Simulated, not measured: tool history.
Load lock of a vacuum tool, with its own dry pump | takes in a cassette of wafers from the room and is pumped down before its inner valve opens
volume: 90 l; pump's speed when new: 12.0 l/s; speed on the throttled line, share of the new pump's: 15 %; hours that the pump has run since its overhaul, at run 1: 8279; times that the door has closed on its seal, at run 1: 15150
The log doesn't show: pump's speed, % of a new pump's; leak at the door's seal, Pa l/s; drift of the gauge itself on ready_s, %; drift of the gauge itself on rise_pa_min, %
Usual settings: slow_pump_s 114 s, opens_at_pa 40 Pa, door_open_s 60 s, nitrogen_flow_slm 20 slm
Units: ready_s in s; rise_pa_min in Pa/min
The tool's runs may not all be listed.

run      day  slow_pump_s  opens_at_pa  door_open_s  nitrogen_flow_slm  hours that the pump has run since its overhaul  times that the door has closed on its seal  incoming humidity of the room's air, %  ready_s  rise_pa_min
  1        0          114           40           60                 20                                            8279                                       15150                                    45.4    155.1        0.028
  2    9.979          114           40           60                 20                                            8518                                       15772                                    47.2    155.3        0.026
  3   28.917          114           40           60                 20                                            8973                                       16953                                    47.3      156        0.025
  4   48.546          114           40           60                 20                                            9444                                       18177                                    47.5    155.7        0.025
  5   63.429          114           40           60                 20                                            9801                                       19106                                    44.1    156.1        0.025
  6   75.025          114           40           60                 20                                           10079                                       19829                                    45.3    155.4        0.025
  7    92.55           64           40           60                 20                                           10500                                       20922                                    48.2    112.1        0.025
  8  107.408           64           40           60                 23                                           10857                                       21848                                    43.5    112.6         0.02
  9  116.754           64           40           60                 23                                           11081                                       22431                                    43.1    113.5        0.025
 10  125.121           64           40           60                 23                                           11282                                       22953                                    44.5    114.8        0.023
 11  141.721          114           40          115                 20                                           11680                                       23988                                    45.8      154        0.045
 12  160.925          114           40          115                 20                                           12141                                       25186                                    40.7    155.9        0.039
 13  177.342          114           53           60                 20                                           12535                                       26210                                    42.4    153.4        0.022
     186.625  -- dry pump taken out, an overhauled one fitted
 14  191.925          114           40           60                 20                                             127                                       27104                                    43.1    156.5        0.026
 15  204.575          119           40          213                 13                                             431                                       27893                                      45    161.8        0.071
 16  219.221          119           40          213                 13                                             782                                       28806                                    43.6      161        0.067
 17  230.896          114           28           76                 12                                            1063                                       29534                                    44.4    159.5        0.031
 18  240.717           82           36           61                 16                                            1298                                       30147                                    42.8    128.8        0.026
 19  255.962          114           40          138                 20                                            1664                                       31097                                    43.7    157.1        0.045
 20  270.271          114           34           60                 20                                            2008                                       31990                                      43    155.2        0.026
 21  283.271           76           34           47                  7                                            2320                                       32801                                      43    124.8        0.024
 22  303.288          114           49           60                 35                                            2800                                       34049                                      45    155.3        0.019
 23  321.779          180           37           60                 20                                            3244                                       35202                                    48.8    215.3        0.024
 24    338.5          114           28          167                  5                                            3645                                       36245                                    46.6    158.9        0.073
 25  352.996          114           40          105                 19                                            3993                                       37149                                    43.1    156.6        0.038
 26  372.021           86           40           60                 20                                            4450                                       38336                                    46.5    133.4        0.024
 27  388.162          210           40           36                 32                                            4837                                       39342                                    44.4    241.3        0.014
 28  407.817          210           58           36                 32                                            5309                                       40568                                    46.3    234.7        0.014

4 ways to go on from here, each from the tool as it stands after run 28. What would each give?
  A  419.146          227           42           43                 32                                            5581                                       41275                                    47.3        ?            ?
  B  419.146          210           42           68                 19                                            5581                                       41275                                    44.4        ?            ?
  C  419.146           69           40           60                 12                                            5581                                       41275                                    44.7        ?            ?
  D  419.146          114           39           29                  4                                            5581                                       41275                                    44.3        ?            ?

run  ready_s  rise_pa_min
  A    253.4        0.016
  B    237.6        0.025
  C    117.4        0.025
  D    156.7        0.016
Without the tool's hidden state the same runs would have given:
run  ready_s  rise_pa_min
  A    253.4        0.015
  B    237.6        0.024
  C    117.4        0.025
  D    156.7        0.016
